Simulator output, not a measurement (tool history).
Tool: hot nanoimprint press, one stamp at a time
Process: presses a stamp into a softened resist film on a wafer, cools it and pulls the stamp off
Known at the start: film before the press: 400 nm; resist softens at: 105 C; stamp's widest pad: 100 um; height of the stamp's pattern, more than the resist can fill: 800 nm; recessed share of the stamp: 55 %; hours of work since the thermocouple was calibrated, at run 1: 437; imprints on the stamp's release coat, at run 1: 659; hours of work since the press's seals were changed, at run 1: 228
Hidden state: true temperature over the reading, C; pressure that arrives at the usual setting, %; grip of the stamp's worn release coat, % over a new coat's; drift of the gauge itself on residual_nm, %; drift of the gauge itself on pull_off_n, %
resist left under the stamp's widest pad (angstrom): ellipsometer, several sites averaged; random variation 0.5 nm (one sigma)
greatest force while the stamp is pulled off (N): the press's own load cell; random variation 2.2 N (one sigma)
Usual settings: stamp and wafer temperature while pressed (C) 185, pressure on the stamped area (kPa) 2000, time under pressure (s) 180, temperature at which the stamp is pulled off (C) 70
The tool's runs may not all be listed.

run,hour,stamp and wafer temperature while pressed (C),pressure on the stamped area (kPa),time under pressure (s),temperature at which the stamp is pulled off (C),hours of work since the thermocouple was calibrated,imprints on the stamp's release coat,hours of work since the press's seals were changed,resist left under the stamp's widest pad (angstrom),greatest force while the stamp is pulled off (N)
1,0,185,2000,180,70,437,659,228,1404,129
2,7.3,185,2000,180,70,442,694,233,1409,125
3,15.5,185,2000,180,70,447,733,238,1401,134
# hour 23: stamp cleaned and given a new release coat
4,26.4,185,2000,180,70,450,16,241,1403,99
5,31.6,185,2000,180,70,453,41,244,1415,98
6,42.6,189,2000,180,70,460,93,251,1228,98
7,47.8,189,2560,180,70,463,118,254,1082,101
8,54.8,189,2560,180,70,467,151,258,1083,105
# hour 60.5: plate thermocouple calibrated
9,68,185,2000,180,56,5,200,264,1394,144
10,78.6,185,2000,180,56,11,250,271,1381,152
# hour 83.9: plate thermocouple calibrated, once more
11,87,185,2000,180,56,2,276,274,1449,151
12,93,185,2000,180,70,6,305,278,1437,113
13,102.9,185,2000,239,70,12,352,284,1296,111
14,107.8,185,2000,239,70,15,375,287,1287,117
15,115.7,185,2000,180,68,19,413,292,1441,124
16,124.5,192,2000,169,70,25,454,297,1178,117
17,135.3,196,2000,120,70,31,505,303,1201,124
18,140.1,196,2000,120,70,34,528,306,1200,121
19,146.5,176,1980,226,57,38,559,310,1817,167
20,156,176,1980,226,57,44,604,316,1817,171
21,164.2,176,1980,226,57,49,643,321,1821,174
22,170.9,176,1980,226,62,53,675,325,1807,157
23,176.2,193,1330,206,70,56,700,328,1297,130
# hour 191.2: stamp cleaned and given a new release coat
24,193.2,195,2000,258,70,63,10,335,893,100
25,201.1,185,3060,180,70,68,47,340,1160,100
26,211,191,3060,180,62,74,94,346,945,127
27,216.1,191,3060,180,68,77,119,349,943,110
28,221.4,185,3160,165,57,80,144,352,1186,139
29,228.9,194,2000,180,70,85,179,357,1079,106
30,236.5,179,1500,97,56,89,215,361,2442,155

Forecast each of these 4 alternatives for the next run:
A,242.4,185,3080,221,70,93,243,365,?,?
B,242.4,175,2000,180,70,93,243,365,?,?
C,242.4,173,2370,180,76,93,243,365,?,?
D,242.4,178,2580,97,56,93,243,365,?,?

run,resist left under the stamp's widest pad (angstrom),greatest force while the stamp is pulled off (N)
A,1062,107
B,2029,106
C,2025,89
D,2037,146
Without the tool's hidden state the same runs would have given:
run,resist left under the stamp's widest pad (angstrom),greatest force while the stamp is pulled off (N)
A,1046,97
B,2020,96
C,2012,81
D,2020,132
